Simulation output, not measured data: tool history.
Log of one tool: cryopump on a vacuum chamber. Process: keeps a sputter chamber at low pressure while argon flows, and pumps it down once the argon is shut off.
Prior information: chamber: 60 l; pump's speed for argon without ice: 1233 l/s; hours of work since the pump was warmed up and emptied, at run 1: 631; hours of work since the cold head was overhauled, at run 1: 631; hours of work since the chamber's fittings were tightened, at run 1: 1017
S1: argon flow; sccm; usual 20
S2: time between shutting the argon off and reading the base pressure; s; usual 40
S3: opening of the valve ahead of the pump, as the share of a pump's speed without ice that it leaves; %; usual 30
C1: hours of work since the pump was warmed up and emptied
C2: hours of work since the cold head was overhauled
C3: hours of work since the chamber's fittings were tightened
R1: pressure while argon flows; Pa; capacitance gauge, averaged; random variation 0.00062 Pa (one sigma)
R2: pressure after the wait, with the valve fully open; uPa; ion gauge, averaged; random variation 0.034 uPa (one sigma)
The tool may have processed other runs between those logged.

run,hour,S1,S2,S3,C1,C2,C3,R1,R2
1,0.0,20,40,30,631,631,1017,0.0968,2.75
2,39.7,20,40,30,657,657,1042,0.0964,2.76
3,82.6,20,40,30,684,684,1070,0.0961,2.88
4,119.0,20,40,30,708,708,1093,0.0968,2.76
5,150.1,20,40,30,728,728,1113,0.0983,2.85
6,185.4,20,40,30,750,750,1136,0.0960,2.83
7,208.5,20,40,55,765,765,1151,0.0552,2.86
8,249.4,20,40,55,791,791,1177,0.0564,2.89
9,268.2,20,40,55,803,803,1189,0.0571,2.92
10,308.9,20,40,30,829,829,1215,0.0974,3.01
11,335.1,20,40,30,846,846,1232,0.0983,2.98
12,354.7,20,26,30,859,859,1244,0.0994,3.79
13,389.7,20,26,30,881,881,1267,0.0974,3.87
14,424.7,20,26,30,904,904,1289,0.0993,3.76
15,449.0,20,40,28,919,919,1305,0.1048,3.07
16,480.1,20,40,28,939,939,1325,0.1049,3.15
17,505.4,20,40,30,956,956,1341,0.0991,3.01
18,537.4,24,66,30,976,976,1362,0.1204,2.58
19,558.7,24,66,30,990,990,1375,0.1197,2.52
20,594.8,13,220,23,1013,1013,1399,0.0836,1.93
21,636.5,20,131,30,1040,1040,1425,0.1006,2.14
22,671.5,20,211,22,1062,1062,1448,0.1345,1.93
23,700.3,14,105,29,1081,1081,1466,0.0724,2.28
# hour 712.4: pump warmed up, emptied and cooled again
24,739.1,12,166,29,17,1102,1488,0.0579,1.74
25,762.9,12,166,29,32,1118,1503,0.0579,1.79
26,786.3,20,40,27,47,1133,1518,0.1013,2.91
27,808.0,22,53,15,61,1147,1532,0.2046,2.60
28,841.2,22,53,15,83,1168,1554,0.2011,2.61
29,861.3,12,30,58,96,1181,1566,0.0291,3.57
30,883.1,12,30,58,110,1195,1580,0.0299,3.66
31,904.2,12,30,58,123,1208,1594,0.0295,3.57
32,931.8,12,30,58,141,1226,1612,0.0299,3.51
33,962.4,26,113,55,160,1246,1631,0.0676,2.09

Per-run results on a tool with no hidden state, each run keeping its own random variation:
Unlogged tool condition in this case: pump's speed, % of a pump's without ice; cold plate's temperature, K; leak into the chamber, uPa l/s; drift of the gauge itself on working_pa, %; drift of the gauge itself on base_upa, %.
run,R1,R2
1,0.0920,1.85
2,0.0913,1.83
3,0.0908,1.89
4,0.0913,1.78
5,0.0926,1.84
6,0.0902,1.80
7,0.0493,1.81
8,0.0502,1.82
9,0.0508,1.84
10,0.0910,1.85
11,0.0916,1.84
12,0.0925,2.64
13,0.0904,2.68
14,0.0921,2.57
15,0.0975,1.83
16,0.0974,1.87
17,0.0914,1.76
18,0.1109,1.24
19,0.1102,1.21
20,0.0782,0.56
21,0.0921,0.72
22,0.1258,0.53
23,0.0661,0.83
24,0.0573,0.63
25,0.0573,0.66
26,0.1001,1.79
27,0.2032,1.45
28,0.1996,1.43
29,0.0282,2.38
30,0.0289,2.43
31,0.0285,2.35
32,0.0288,2.30
33,0.0651,0.81
